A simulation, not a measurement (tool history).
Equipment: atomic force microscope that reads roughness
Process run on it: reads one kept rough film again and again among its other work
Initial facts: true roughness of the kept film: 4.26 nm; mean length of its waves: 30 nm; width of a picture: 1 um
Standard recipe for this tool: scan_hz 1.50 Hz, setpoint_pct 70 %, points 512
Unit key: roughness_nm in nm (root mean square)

Run 1, hour 0.0: usual settings. Result: roughness_nm 3.396 nm (root mean square).
Run 2, hour 6.5: usual settings but points 1017. Result: roughness_nm 3.348 nm (root mean square).
Run 3, hour 14.2: usual settings. Result: roughness_nm 3.337 nm (root mean square).
Run 4, hour 18.8: usual settings. Result: roughness_nm 3.345 nm (root mean square).
Run 5, hour 27.1: usual settings but setpoint_pct 80 %. Result: roughness_nm 3.111 nm (root mean square).
Run 6, hour 33.7: usual settings but setpoint_pct 80 %. Result: roughness_nm 3.087 nm (root mean square).
Run 7, hour 38.8: usual settings but setpoint_pct 80 %. Result: roughness_nm 3.097 nm (root mean square).
Run 8, hour 46.9: usual settings but setpoint_pct 80 %. Result: roughness_nm 3.032 nm (root mean square).
Run 9, hour 53.1: usual settings but setpoint_pct 80 %. Result: roughness_nm 3.033 nm (root mean square).
At hour 60.2: new tip fitted.
Run 10, hour 60.3: usual settings but setpoint_pct 86 %. Result: roughness_nm 3.184 nm (root mean square).
Run 11, hour 66.3: usual settings but setpoint_pct 86 %. Result: roughness_nm 3.177 nm (root mean square).
Run 12, hour 74.0: usual settings but setpoint_pct 86 %. Result: roughness_nm 3.117 nm (root mean square).
Run 13, hour 81.5: usual settings but setpoint_pct 86 %. Result: roughness_nm 3.112 nm (root mean square).
Run 14, hour 87.9: usual settings. Result: roughness_nm 3.449 nm (root mean square).
Run 15, hour 93.5: usual settings. Result: roughness_nm 3.450 nm (root mean square).
Run 16, hour 100.3: usual settings but scan_hz 3.82 Hz. Result: roughness_nm 2.979 nm (root mean square).
Run 17, hour 107.0: usual settings but scan_hz 1.39 Hz. Result: roughness_nm 3.406 nm (root mean square).
Run 18, hour 112.9: usual settings but scan_hz 1.39 Hz. Result: roughness_nm 3.384 nm (root mean square).
Run 19, hour 122.5: usual settings but scan_hz 1.39 Hz. Result: roughness_nm 3.375 nm (root mean square).
Run 20, hour 131.5: usual settings but setpoint_pct 76 %. Result: roughness_nm 3.224 nm (root mean square).
Run 21, hour 139.0: usual settings but setpoint_pct 76 %. Result: roughness_nm 3.197 nm (root mean square).
Run 22, hour 149.1: usual settings but setpoint_pct 76 %. Result: roughness_nm 3.182 nm (root mean square).
Run 23, hour 154.7: usual settings. Result: roughness_nm 3.260 nm (root mean square).
Run 24, hour 158.9: usual settings. Result: roughness_nm 3.230 nm (root mean square).
Run 25, hour 164.6: usual settings but scan_hz 0.67 Hz. Result: roughness_nm 3.412 nm (root mean square).
At hour 166.4: new tip fitted.
Run 26, hour 170.7: usual settings but scan_hz 0.67 Hz. Result: roughness_nm 3.667 nm (root mean square).
Run 27, hour 179.9: usual settings but scan_hz 0.67 Hz. Result: roughness_nm 3.667 nm (root mean square).
Run 28, hour 189.0: usual settings but scan_hz 0.67 Hz. Result: roughness_nm 3.646 nm (root mean square).
Run 29, hour 193.8: usual settings but scan_hz 0.67 Hz. Result: roughness_nm 3.650 nm (root mean square).
Run 30, hour 198.5: usual settings but scan_hz 0.67 Hz. Result: roughness_nm 3.615 nm (root mean square).
Run 31, hour 206.4: usual settings but scan_hz 0.66 Hz, setpoint_pct 85 %, points 386. Result: roughness_nm 3.410 nm (root mean square).
Run 32, hour 213.3: usual settings but scan_hz 0.66 Hz, setpoint_pct 85 %, points 386. Result: roughness_nm 3.380 nm (root mean square).
Run 33, hour 219.3: usual settings but scan_hz 3.21 Hz, setpoint_pct 85 %, points 984. Result: roughness_nm 2.573 nm (root mean square).
Run 34, hour 223.9: usual settings but scan_hz 0.75 Hz, setpoint_pct 55 %, points 313. Result: roughness_nm 3.606 nm (root mean square).
Run 35, hour 229.4: usual settings but setpoint_pct 82 %, points 896. Result: roughness_nm 3.116 nm (root mean square).
Run 36, hour 237.0: usual settings. Result: roughness_nm 3.354 nm (root mean square).
Run 37, hour 244.1: usual settings. Result: roughness_nm 3.295 nm (root mean square).
Run 38, hour 251.1: usual settings. Result: roughness_nm 3.277 nm (root mean square).
Run 39, hour 259.2: usual settings but scan_hz 1.64 Hz, setpoint_pct 83 %, points 308. Result: roughness_nm 2.948 nm (root mean square).
Run 40, hour 264.3: usual settings but scan_hz 2.79 Hz, setpoint_pct 83 %, points 585. Result: roughness_nm 2.636 nm (root mean square).
Run 41, hour 270.2: usual settings but scan_hz 1.68 Hz, setpoint_pct 78 %, points 997. Result: roughness_nm 3.055 nm (root mean square).
At hour 272.5: new tip fitted.
Run 42, hour 280.8: usual settings but scan_hz 3.05 Hz, points 1009. Result: roughness_nm 3.222 nm (root mean square).
Run 43, hour 289.5: usual settings but scan_hz 0.85 Hz. Result: roughness_nm 3.605 nm (root mean square).
Run 44, hour 293.6: usual settings but scan_hz 2.20 Hz, setpoint_pct 60 %, points 991. Result: roughness_nm 3.540 nm (root mean square).
Run 45, hour 298.1: usual settings but scan_hz 1.05 Hz, points 377. Result: roughness_nm 3.512 nm (root mean square).
Run 46, hour 304.5: usual settings but points 425. Result: roughness_nm 3.430 nm (root mean square).
Run 47, hour 311.8: usual settings but scan_hz 2.12 Hz, setpoint_pct 81 %, points 425. Result: roughness_nm 3.007 nm (root mean square).
Run 48, hour 319.4: usual settings but scan_hz 2.12 Hz, setpoint_pct 81 %, points 425. Result: roughness_nm 2.997 nm (root mean square).
Run 49, hour 329.2: usual settings but scan_hz 1.15 Hz, setpoint_pct 64 %. Result: roughness_nm 3.516 nm (root mean square).
Run 50, hour 334.7: usual settings but scan_hz 3.08 Hz, setpoint_pct 71 %, points 799. Result: roughness_nm 3.039 nm (root mean square).

Difference, measured minus no-hidden-state, one row per run. Run-to-run variation is common to both terms; the gauge's own scatter need not be:
Unlogged tool condition in this case: radius of the tip, nm; height scale over the true one, %; drift of the gauge itself on roughness_nm, %.
run  roughness_nm
  1        -0.162
  2        -0.178
  3        -0.204
  4        -0.215
  5        -0.223
  6        -0.241
  7        -0.257
  8        -0.270
  9        -0.289
 10        -0.004
 11        -0.021
 12        -0.042
 13        -0.064
 14        -0.095
 15        -0.112
 16        -0.113
 17        -0.147
 18        -0.166
 19        -0.196
 20        -0.212
 21        -0.232
 22        -0.260
 23        -0.285
 24        -0.293
 25        -0.326
 26        -0.020
 27        -0.053
 28        -0.079
 29        -0.092
 30        -0.108
 31        -0.131
 32        -0.149
 33        -0.126
 34        -0.195
 35        -0.181
 36        -0.218
 37        -0.238
 38        -0.254
 39        -0.251
 40        -0.235
 41        -0.290
 42        -0.035
 43        -0.070
 44        -0.080
 45        -0.092
 46        -0.109
 47        -0.115
 48        -0.136
 49        -0.190
 50        -0.179
